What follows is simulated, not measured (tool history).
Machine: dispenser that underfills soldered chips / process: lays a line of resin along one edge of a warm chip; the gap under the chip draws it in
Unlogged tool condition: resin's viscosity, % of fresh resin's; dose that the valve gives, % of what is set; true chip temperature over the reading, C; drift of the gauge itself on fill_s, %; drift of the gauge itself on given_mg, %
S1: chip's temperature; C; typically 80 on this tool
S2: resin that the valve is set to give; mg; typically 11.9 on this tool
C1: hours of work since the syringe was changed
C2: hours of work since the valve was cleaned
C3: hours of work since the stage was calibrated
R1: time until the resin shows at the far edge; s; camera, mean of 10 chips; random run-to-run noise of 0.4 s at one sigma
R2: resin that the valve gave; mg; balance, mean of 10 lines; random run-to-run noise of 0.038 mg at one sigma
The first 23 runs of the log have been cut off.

run   hour  S1    S2  C1  C2   C3    R1     R2
 24   77.3  84  11.5  10  12  130  36.7  11.41
 25   79.5  84  11.5  11  13  132  39.7  11.47
      80.7  -- new syringe of resin
 26   82.6  81  13.7   1  15  133  27.7  13.57
 27   84.8  85  14.0   3  17  135  23.8  13.94
 28   87.2  76  14.3   4  18  136  38.6  14.20
 29   89.8  76  14.3   6  20  138  40.5  14.24
 30   92.1  86  12.6   7  21  140  29.2  12.49
 31   94.7  90  13.6   9  23  141  26.3  13.57
 32   97.6  68  11.5  11  25  143  73.9  11.45
      99.7  -- new syringe of resin
 33  102.4  81  14.6   2  28  146  27.7  14.54
 34  105.4  82  14.0   4  30  148  29.1  13.83
 35  109.9  82  14.0   7  32  151  32.7  13.83

Predict each of these 3 candidate next runs independently; none follows another, all start after run 35:
  A  112.4  80  12.1   8  34  152   ?   ?
  B  112.4  66  15.1   8  34  152   ?   ?
  C  112.4  82  14.2   8  34  152   ?   ?

run    R1     R2
  A  39.7  11.90
  B  70.9  14.82
  C  34.5  14.02
Take away the tool's hidden state, keep each run's random variation, and the runs would have read:
run    R1     R2
  A  26.4  12.06
  B  46.8  15.02
  C  22.8  14.21
